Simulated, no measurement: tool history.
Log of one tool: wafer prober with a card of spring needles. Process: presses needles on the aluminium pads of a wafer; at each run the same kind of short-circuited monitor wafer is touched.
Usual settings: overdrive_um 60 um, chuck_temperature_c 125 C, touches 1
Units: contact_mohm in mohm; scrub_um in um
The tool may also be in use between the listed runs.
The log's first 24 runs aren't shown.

run	day	overdrive_um	chuck_temperature_c	touches	touches since the tips were cleaned	cleanings since the card got new needles	touches since the first contact's height was set	contact_mohm	scrub_um
# day 16.579: tips cleaned on abrasive film
25	17.038	62	75	1	2449	26	25646	258	7.85
# day 17.446: tips cleaned on abrasive film
26	17.733	60	95	1	1527	27	29323	251	7.63
# day 18.288: tips cleaned on abrasive film
27	18.675	60	55	1	2081	28	34336	253	7.57
# day 19.108: tips cleaned on abrasive film
28	19.283	60	55	1	932	29	37538	229	7.59
# day 19.925: tips cleaned on abrasive film
29	19.962	60	55	1	205	30	41149	213	7.58
30	20.512	60	55	1	3141	30	44085	262	7.57
# day 20.758: tips cleaned on abrasive film
31	20.983	60	55	1	1211	31	46574	235	7.60
# day 21.621: tips cleaned on abrasive film
32	22.025	80	125	1	2169	32	52110	241	10.10

Forecast each of these 4 alternatives for the next run:
# day 22.483: tips cleaned on abrasive film
A	23.025	80	26	1	2891	33	57423	?	?
# day 22.483: tips cleaned on abrasive film
B	23.025	65	49	2	2891	33	57423	?	?
# day 22.483: tips cleaned on abrasive film
C	23.025	60	125	3	2891	33	57423	?	?
# day 22.483: tips cleaned on abrasive film
D	23.025	64	45	3	2891	33	57423	?	?

run	contact_mohm	scrub_um
A	230	10.11
B	233	8.17
C	238	7.58
D	218	8.07
Without the tool's hidden state the same runs would have given:
run	contact_mohm	scrub_um
A	191	10.22
B	201	8.28
C	218	7.69
D	197	8.18

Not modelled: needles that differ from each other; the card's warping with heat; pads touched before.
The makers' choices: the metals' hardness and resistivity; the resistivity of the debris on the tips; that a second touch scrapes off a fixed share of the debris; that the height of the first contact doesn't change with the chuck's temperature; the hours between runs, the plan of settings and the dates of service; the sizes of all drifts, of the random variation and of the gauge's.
